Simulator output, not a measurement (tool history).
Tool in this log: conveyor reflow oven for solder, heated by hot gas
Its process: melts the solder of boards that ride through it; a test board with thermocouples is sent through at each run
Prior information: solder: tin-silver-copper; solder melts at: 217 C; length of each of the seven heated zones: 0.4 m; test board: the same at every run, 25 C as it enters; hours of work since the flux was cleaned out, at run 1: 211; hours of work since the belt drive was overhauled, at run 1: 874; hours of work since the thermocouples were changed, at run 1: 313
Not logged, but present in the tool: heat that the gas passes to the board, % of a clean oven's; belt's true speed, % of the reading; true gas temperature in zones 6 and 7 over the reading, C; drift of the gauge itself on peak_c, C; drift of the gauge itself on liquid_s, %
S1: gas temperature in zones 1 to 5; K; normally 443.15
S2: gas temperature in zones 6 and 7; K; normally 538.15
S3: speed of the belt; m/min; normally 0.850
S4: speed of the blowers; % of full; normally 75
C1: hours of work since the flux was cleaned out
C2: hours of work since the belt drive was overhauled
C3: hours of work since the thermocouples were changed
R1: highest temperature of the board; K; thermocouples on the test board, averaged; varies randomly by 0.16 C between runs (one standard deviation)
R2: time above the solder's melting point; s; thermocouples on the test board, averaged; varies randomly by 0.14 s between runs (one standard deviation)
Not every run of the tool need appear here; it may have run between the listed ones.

run,day,S1,S2,S3,S4,C1,C2,C3,R1,R2
1,0.000,443.15,538.15,0.850,75,211,874,313,519.55,37.3
2,2.050,443.15,538.15,0.850,75,248,911,350,519.25,37.0
# day 3.229: flux residue cleaned out of gas plates and filters
3,3.625,443.15,538.15,0.850,75,7,936,375,516.65,34.8
4,5.742,443.15,538.15,0.850,75,46,975,414,516.25,34.6
5,7.325,443.15,551.15,0.850,75,75,1004,442,526.95,41.2
6,8.975,443.15,551.15,0.850,75,105,1034,473,526.35,40.7
# day 10.912: belt drive overhauled, speed set with a stopwatch
7,11.617,443.15,538.15,0.850,75,150,13,518,514.75,32.7
# day 12.742: thermocouples of zones 6 and 7 changed
8,13.346,443.15,538.15,0.850,75,180,43,11,514.15,32.0
9,15.267,443.15,538.15,0.850,75,215,78,46,513.75,31.6
10,16.667,443.15,538.15,0.850,75,241,103,72,513.45,31.2
# day 18.142: flux residue cleaned out of gas plates and filters
# day 18.462: flux residue cleaned out of gas plates and filters, once more
11,18.538,443.15,527.15,0.850,75,1,130,98,511.85,32.5
12,20.808,443.15,527.15,0.850,75,43,171,140,511.75,32.1
13,22.667,443.15,527.15,0.850,75,77,205,173,511.25,31.4
14,24.004,443.15,538.15,0.850,59,101,230,198,514.85,32.9
15,25.292,443.15,538.15,0.850,75,125,253,221,519.85,37.9
16,27.692,443.15,538.15,0.850,75,168,297,265,519.95,37.2
17,29.279,443.15,548.15,0.880,75,197,326,294,526.65,39.8
18,30.700,440.15,552.15,0.880,87,223,352,320,532.45,42.3
19,31.879,440.15,552.15,0.880,87,245,373,342,532.15,41.9
# day 33.125: flux residue cleaned out of gas plates and filters
20,34.508,440.15,550.15,0.880,87,25,418,386,533.05,42.8
21,36.725,440.15,550.15,0.880,58,66,458,426,522.35,35.7
22,37.754,440.15,550.15,0.880,58,84,477,445,522.25,35.7
23,39.017,443.15,538.15,0.957,59,107,500,468,510.05,25.0
24,40.712,443.15,538.15,0.957,59,138,531,499,509.75,24.2
# day 42.967: thermocouples of zones 6 and 7 changed
25,43.329,443.15,540.15,0.869,59,185,577,7,514.45,31.7
26,44.446,443.15,538.15,0.871,75,205,597,27,518.15,35.1
27,45.471,447.15,538.15,0.871,75,224,616,46,518.55,36.6
28,47.262,431.15,541.15,0.801,62,256,649,78,516.45,33.7
# day 47.862: flux residue cleaned out of gas plates and filters
29,48.771,451.15,530.15,0.905,82,17,672,102,515.45,34.9
30,51.112,451.15,530.15,0.905,82,59,715,145,515.15,34.7
31,52.183,451.15,530.15,0.905,82,79,735,164,514.85,34.5

Hidden state or all else? Some run-to-run changes of R1, split into what the settings, what came in and random variation would give without the hidden state, and what is left for the hidden state (with any gauge scatter that isn't in both results):
Run 2 -> 3: flux residue cleaned out of gas plates and filters. R1 -2.60 K: hidden state -2.40, all else -0.20.
Run 4 -> 5: S2 538.15 -> 551.15. R1 +10.70 K: hidden state -0.80, all else +11.50.
Run 6 -> 7: S2 551.15 -> 538.15, belt drive overhauled, speed set with a stopwatch. R1 -11.60 K: hidden state -0.40, all else -11.20.
Run 10 -> 11: S2 538.15 -> 527.15, flux residue cleaned out of gas plates and filters, flux residue cleaned out of gas plates and filters, once more. R1 -1.60 K: hidden state +7.90, all else -9.50.
Run 19 -> 20: S2 552.15 -> 550.15, flux residue cleaned out of gas plates and filters. R1 +0.90 K: hidden state +2.50, all else -1.60.
Run 22 -> 23: S1 440.15 -> 443.15, S2 550.15 -> 538.15, S3 0.880 -> 0.957, S4 58 -> 59. R1 -12.20 K: hidden state -0.20, all else -12.00.
